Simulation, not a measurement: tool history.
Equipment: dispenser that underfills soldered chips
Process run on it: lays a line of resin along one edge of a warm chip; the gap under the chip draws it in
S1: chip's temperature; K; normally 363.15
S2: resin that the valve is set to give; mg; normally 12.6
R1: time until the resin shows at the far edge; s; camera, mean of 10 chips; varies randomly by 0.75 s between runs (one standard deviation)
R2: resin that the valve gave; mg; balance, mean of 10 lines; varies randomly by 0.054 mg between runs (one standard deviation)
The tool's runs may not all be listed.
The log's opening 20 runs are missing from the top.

run 21 hour=92.2 | S1=352.15 S2=11.7 | R1=199.9 R2=11.4
run 22 hour=95 | S1=352.15 S2=11.7 | R1=228.4 R2=11.31
-- hour=95.9 new syringe of resin
run 23 hour=100.2 | S1=358.15 S2=15.3 | R1=101.5 R2=14.85
run 24 hour=105.3 | S1=355.15 S2=12 | R1=148.7 R2=11.64
run 25 hour=108.3 | S1=355.15 S2=12 | R1=172 R2=11.56
-- hour=112.3 new syringe of resin
run 26 hour=114.3 | S1=364.15 S2=12.6 | R1=75.4 R2=12.08
run 27 hour=119.8 | S1=368.15 S2=12.6 | R1=82.7 R2=12.16
run 28 hour=123.5 | S1=368.15 S2=12.6 | R1=99.1 R2=12.02
run 29 hour=126.2 | S1=368.15 S2=12.6 | R1=109.5 R2=11.99
-- hour=128.6 new syringe of resin
run 30 hour=132.4 | S1=353.15 S2=13.8 | R1=123.8 R2=13.16
run 31 hour=136.1 | S1=353.15 S2=13.8 | R1=146.3 R2=13.16
run 32 hour=138.7 | S1=361.15 S2=14.8 | R1=120.2 R2=14.09
-- hour=145.2 new syringe of resin
run 33 hour=145.2 | S1=377.15 S2=16 | R1=43.9 R2=15.18
run 34 hour=148.8 | S1=375.15 S2=16 | R1=54.1 R2=15.23
run 35 hour=152.3 | S1=370.15 S2=13.4 | R1=77.5 R2=12.73

Here are 3 independent what-if runs from the current tool condition. What would each one return?
run A hour=155.9 | S1=358.15 S2=15.2 | R1=? R2=?
run B hour=155.9 | S1=361.15 S2=11.9 | R1=? R2=?
run C hour=155.9 | S1=368.15 S2=15.4 | R1=? R2=?

run=A R1=138.9 R2=14.39
run=B R1=127.5 R2=11.35
run=C R1=94.6 R2=14.53
Stripped of hidden state, with their random variation kept, the same runs would have yielded:
run=A R1=81.2 R2=15.23
run=B R1=73.9 R2=12.01
run=C R1=55.4 R2=15.38
